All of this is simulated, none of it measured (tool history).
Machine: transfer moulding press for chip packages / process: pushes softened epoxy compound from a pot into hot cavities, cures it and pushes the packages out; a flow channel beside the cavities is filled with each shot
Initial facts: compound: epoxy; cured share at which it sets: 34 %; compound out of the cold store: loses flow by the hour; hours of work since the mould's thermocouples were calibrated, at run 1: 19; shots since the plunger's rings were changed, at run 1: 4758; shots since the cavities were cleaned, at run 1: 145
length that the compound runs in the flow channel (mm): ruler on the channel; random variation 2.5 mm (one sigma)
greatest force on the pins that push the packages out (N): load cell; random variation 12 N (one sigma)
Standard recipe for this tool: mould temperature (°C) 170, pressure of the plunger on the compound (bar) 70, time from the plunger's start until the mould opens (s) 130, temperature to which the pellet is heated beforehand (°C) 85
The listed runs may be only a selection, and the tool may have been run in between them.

run,hour,mould temperature (°C),pressure of the plunger on the compound (bar),time from the plunger's start until the mould opens (s),temperature to which the pellet is heated beforehand (°C),hours of work since the mould's thermocouples were calibrated,shots since the plunger's rings were changed,shots since the cavities were cleaned,incoming compound's hours out of the cold store,length that the compound runs in the flow channel (mm),greatest force on the pins that push the packages out (N)
1,0,170,70,130,85,19,4758,145,39,557,657
# hour 43.4: cavities cleaned with cleaning compound and waxed
2,53.6,170,73.1,130,85,53,5265,99,29.8,577,663
3,91.9,170,73.1,130,85,78,5637,471,25.6,583,766
# hour 101.5: cavities cleaned with cleaning compound and waxed
4,127.8,170,70,130,87,101,5971,255,30.9,558,679
# hour 162.6: cavities cleaned with cleaning compound and waxed
5,165.9,170,73.6,130,85,125,6327,32,41,552,609
6,190.9,170,73.6,130,85,141,6570,275,25.6,581,689
# hour 217: plunger's sealing rings changed
# hour 225.4: cavities cleaned with cleaning compound and waxed
7,229.4,170,70,130,85,164,107,39,26.6,593,640
8,273.9,170,70,130,85,193,539,471,39.1,565,741
# hour 283.1: cavities cleaned with cleaning compound and waxed
9,299,170,70,130,85,209,768,154,36.2,571,662
# hour 341.5: cavities cleaned with cleaning compound and waxed
10,350.9,170,70,130,77,242,1258,91,15.9,610,660
11,395.8,170,70,130,77,271,1694,527,36.9,566,774
# hour 402.5: cavities cleaned with cleaning compound and waxed
12,434.4,170,70,130,77,296,2055,310,27.9,585,716
# hour 460.7: cavities cleaned with cleaning compound and waxed
13,480.3,170,70,130,77,325,2487,191,18.1,595,692
# hour 522: cavities cleaned with cleaning compound and waxed
14,531.1,170,70,130,77,357,2966,88,36.4,558,630
15,555.1,164,72.1,155,85,373,3199,321,16.4,622,751
# hour 580: cavities cleaned with cleaning compound and waxed
16,580.8,164,61.9,155,85,389,3434,8,41.6,534,604
17,606.1,171,70,129,85,406,3680,254,44.2,544,639
18,631.5,169,54.4,130,85,422,3927,501,29.7,500,769
# hour 637.2: mould's thermocouples calibrated
# hour 641.4: cavities cleaned with cleaning compound and waxed
19,666.4,169,54.4,130,85,18,4232,243,8.2,536,756
# hour 698.8: cavities cleaned with cleaning compound and waxed
20,698.8,169,54.4,130,85,38,4532,0,27.7,508,614
21,731.9,169,54.4,130,85,60,4854,322,39.1,481,722
# hour 757.5: cavities cleaned with cleaning compound and waxed
22,757.5,169,54.4,156,85,76,5089,0,36.7,487,477
23,784.1,172,70,130,85,94,5346,257,8.1,589,598
# hour 815.3: cavities cleaned with cleaning compound and waxed
24,819.8,170,70.7,119,85,116,5679,44,20.6,577,690
# hour 846.2: mould's thermocouples calibrated, once more
25,851.9,170,70.7,119,85,4,5972,337,46.2,532,843
# hour 874.7: cavities cleaned with cleaning compound and waxed
26,902.5,172,86.5,110,78,36,6449,270,43.9,593,891

What if the next run were any one of these 5? Each begins from the tool's condition after run 26:
A,926.9,172,59.1,147,78,52,6686,507,21.6,?,?
B,926.9,167,70,151,94,52,6686,507,31.4,?,?
C,926.9,173,70,143,84,52,6686,507,15.9,?,?
D,926.9,173,55.3,110,77,52,6686,507,16.9,?,?
E,926.9,172,56.8,164,78,52,6686,507,32.7,?,?

run,length that the compound runs in the flow channel (mm),greatest force on the pins that push the packages out (N)
A,519,617
B,564,696
C,572,654
D,513,961
E,496,572
With the hidden condition removed and each run's random variation left untouched, the same runs would have given:
run,length that the compound runs in the flow channel (mm),greatest force on the pins that push the packages out (N)
A,544,470
B,592,528
C,599,499
D,538,727
E,520,435
